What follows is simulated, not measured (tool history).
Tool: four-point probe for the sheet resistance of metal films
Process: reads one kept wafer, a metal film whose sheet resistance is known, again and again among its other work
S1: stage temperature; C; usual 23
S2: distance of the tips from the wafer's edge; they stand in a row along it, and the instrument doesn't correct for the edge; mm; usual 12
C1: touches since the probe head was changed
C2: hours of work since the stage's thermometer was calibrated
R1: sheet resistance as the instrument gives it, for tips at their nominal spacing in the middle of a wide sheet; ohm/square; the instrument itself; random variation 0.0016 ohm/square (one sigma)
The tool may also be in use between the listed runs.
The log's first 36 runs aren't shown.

| run | day | S1 | S2 | C1 | C2 | R1 |
|---|---|---|---|---|---|---|
| 37 | 28.796 | 24 | 63 | 18426 | 629 | 8.118208 |
| 38 | 29.738 | 30 | 4 | 19358 | 642 | 8.424948 |
| 39 | 30.729 | 23 | 15 | 20341 | 656 | 8.128974 |
| 40 | 31.212 | 18 | 54 | 20818 | 662 | 8.074627 |
| 41 | 31.933 | 18 | 54 | 21532 | 672 | 8.072859 |
| 42 | 32.662 | 22 | 12 | 22251 | 682 | 8.128552 |
| 43 | 33.354 | 22 | 12 | 22936 | 691 | 8.133058 |
| 44 | 33.825 | 20 | 12 | 23402 | 697 | 8.118744 |
| 45 | 34.85 | 27 | 11 | 24419 | 711 | 8.172967 |

Forecast each of these 4 alternatives for the next run:
| A | 35.462 | 31 | 12 | 25023 | 720 | ? |
| B | 35.462 | 30 | 4 | 25023 | 720 | ? |
| C | 35.462 | 19 | 44 | 25023 | 720 | ? |
| D | 35.462 | 23 | 9 | 25023 | 720 | ? |

| run | R1 |
|---|---|
| A | 8.197757 |
| B | 8.426272 |
| C | 8.083229 |
| D | 8.162288 |
Without the tool's hidden state the same runs would have given:
| run | R1 |
|---|---|
| A | 8.196337 |
| B | 8.424817 |
| C | 8.081835 |
| D | 8.160879 |

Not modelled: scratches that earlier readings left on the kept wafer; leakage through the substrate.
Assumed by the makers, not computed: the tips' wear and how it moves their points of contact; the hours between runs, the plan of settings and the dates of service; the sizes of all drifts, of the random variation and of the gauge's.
